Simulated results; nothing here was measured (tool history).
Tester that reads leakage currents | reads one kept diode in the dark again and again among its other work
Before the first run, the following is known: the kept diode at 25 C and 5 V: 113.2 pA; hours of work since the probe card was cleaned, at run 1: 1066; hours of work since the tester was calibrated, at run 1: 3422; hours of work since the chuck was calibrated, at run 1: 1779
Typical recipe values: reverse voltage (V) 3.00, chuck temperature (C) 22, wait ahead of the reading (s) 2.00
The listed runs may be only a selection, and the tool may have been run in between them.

run	day	reverse voltage (V)	chuck temperature (C)	wait ahead of the reading (s)	hours of work since the probe card was cleaned	hours of work since the tester was calibrated	hours of work since the chuck was calibrated	current that the tester gives (pA)
1	0.000	3.00	22	2.00	1066	3422	1779	66.46
# day 2.433: chuck's temperature calibrated
2	3.688	3.00	22	2.00	1130	3486	22	79.24
3	9.092	3.00	22	2.00	1225	3581	118	79.06
4	15.808	3.00	22	2.00	1344	3700	237	78.23
5	20.992	3.00	22	2.00	1436	3792	328	78.28
6	24.042	3.00	22	2.00	1490	3846	382	77.74
# day 25.904: tester calibrated
7	29.742	3.00	22	2.00	1589	68	481	74.76
8	36.804	3.00	22	2.00	1714	193	606	74.42
9	43.025	3.00	22	2.00	1824	303	716	73.83
10	47.729	2.56	33	2.00	1907	386	800	155.47
11	50.788	17.36	33	0.39	1961	440	854	325.13
12	57.204	17.36	33	0.39	2075	554	967	324.49
13	63.375	3.00	24	2.00	2184	663	1076	83.85
14	68.904	3.00	24	2.00	2282	760	1174	83.20
15	75.821	3.00	24	2.00	2404	883	1296	82.62
16	79.492	3.00	24	2.00	2469	948	1361	82.40
17	84.292	3.00	24	2.00	2554	1033	1446	82.09

Below are 4 alternative next runs, each starting from the tool's condition after run 17. Predict each:
A	89.925	1.75	24	2.00	2654	1132	1546	?
B	89.925	3.00	33	0.56	2654	1132	1546	?
C	89.925	3.00	24	3.00	2654	1132	1546	?
D	89.925	3.00	23	2.00	2654	1132	1546	?

run	current that the tester gives (pA)
A	66.38
B	157.89
C	81.43
D	75.71
With the hidden condition removed and each run's random variation left untouched, the same runs would have given:
run	current that the tester gives (pA)
A	73.58
B	175.74
C	88.43
D	81.82
